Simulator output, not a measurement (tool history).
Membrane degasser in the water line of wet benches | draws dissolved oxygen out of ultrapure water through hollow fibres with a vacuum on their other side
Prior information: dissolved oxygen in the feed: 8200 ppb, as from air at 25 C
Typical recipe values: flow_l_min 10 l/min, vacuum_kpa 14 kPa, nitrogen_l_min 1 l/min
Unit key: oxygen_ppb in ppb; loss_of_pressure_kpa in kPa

Run 1, hour 0: usual settings. Result: oxygen_ppb 255.3 ppb, loss_of_pressure_kpa 67.99 kPa.
Run 2, hour 251.4: usual settings. Result: oxygen_ppb 256.5 ppb, loss_of_pressure_kpa 68.32 kPa.
Run 3, hour 365.3: usual settings but nitrogen_l_min 1.13 l/min. Result: oxygen_ppb 231 ppb, loss_of_pressure_kpa 68.33 kPa.
Run 4, hour 572.2: usual settings but nitrogen_l_min 1.13 l/min. Result: oxygen_ppb 230 ppb, loss_of_pressure_kpa 68.27 kPa.
Run 5, hour 735.4: usual settings but nitrogen_l_min 1.13 l/min. Result: oxygen_ppb 233.8 ppb, loss_of_pressure_kpa 68.55 kPa.
Run 6, hour 856.1: usual settings. Result: oxygen_ppb 263.1 ppb, loss_of_pressure_kpa 68.33 kPa.
Run 7, hour 981.8: usual settings but nitrogen_l_min 2.07 l/min. Result: oxygen_ppb 132.4 ppb, loss_of_pressure_kpa 68.58 kPa.
Run 8, hour 1118.5: usual settings but vacuum_kpa 25.7 kPa, nitrogen_l_min 1.14 l/min. Result: oxygen_ppb 467.1 ppb, loss_of_pressure_kpa 68.22 kPa.
Run 9, hour 1254.4: usual settings but vacuum_kpa 12.3 kPa, nitrogen_l_min 1.12 l/min. Result: oxygen_ppb 199.6 ppb, loss_of_pressure_kpa 68.9 kPa.
Run 10, hour 1480.7: usual settings but vacuum_kpa 12.3 kPa, nitrogen_l_min 1.12 l/min. Result: oxygen_ppb 201.9 ppb, loss_of_pressure_kpa 68.69 kPa.
Run 11, hour 1639.8: usual settings but flow_l_min 11 l/min, vacuum_kpa 16.5 kPa, nitrogen_l_min 1.68 l/min. Result: oxygen_ppb 222.9 ppb, loss_of_pressure_kpa 75.82 kPa.
Run 12, hour 1800.3: usual settings but flow_l_min 13 l/min, vacuum_kpa 19.1 kPa, nitrogen_l_min 1.43 l/min. Result: oxygen_ppb 361.3 ppb, loss_of_pressure_kpa 89.87 kPa.
Run 13, hour 1990.7: usual settings but flow_l_min 13 l/min, vacuum_kpa 12.7 kPa, nitrogen_l_min 1.12 l/min. Result: oxygen_ppb 274.5 ppb, loss_of_pressure_kpa 89.48 kPa.
Run 14, hour 2112.7: usual settings but flow_l_min 13 l/min, vacuum_kpa 12.7 kPa, nitrogen_l_min 1.12 l/min. Result: oxygen_ppb 274.3 ppb, loss_of_pressure_kpa 89.71 kPa.

Run by run, hidden condition taken away, random variation retained:
Hidden conditions of the tool in this case: membrane still open, %; true pressure behind the membrane over the reading, kPa; air that leaks in behind the membrane, l/min; drift of the gauge itself on oxygen_ppb, %; drift of the gauge itself on loss_of_pressure_kpa, %.
run  oxygen_ppb  loss_of_pressure_kpa
  1       248.8                 66.26
  2       249.4                 66.45
  3         224                  66.4
  4       222.6                 66.22
  5         226                 66.42
  6       254.3                 66.14
  7       126.8                 66.32
  8       450.8                 65.89
  9       191.7                  66.5
 10       193.4                 66.17
 11       213.2                 72.95
 12       347.1                 86.36
 13       262.5                 85.87
 14       262.1                 86.01
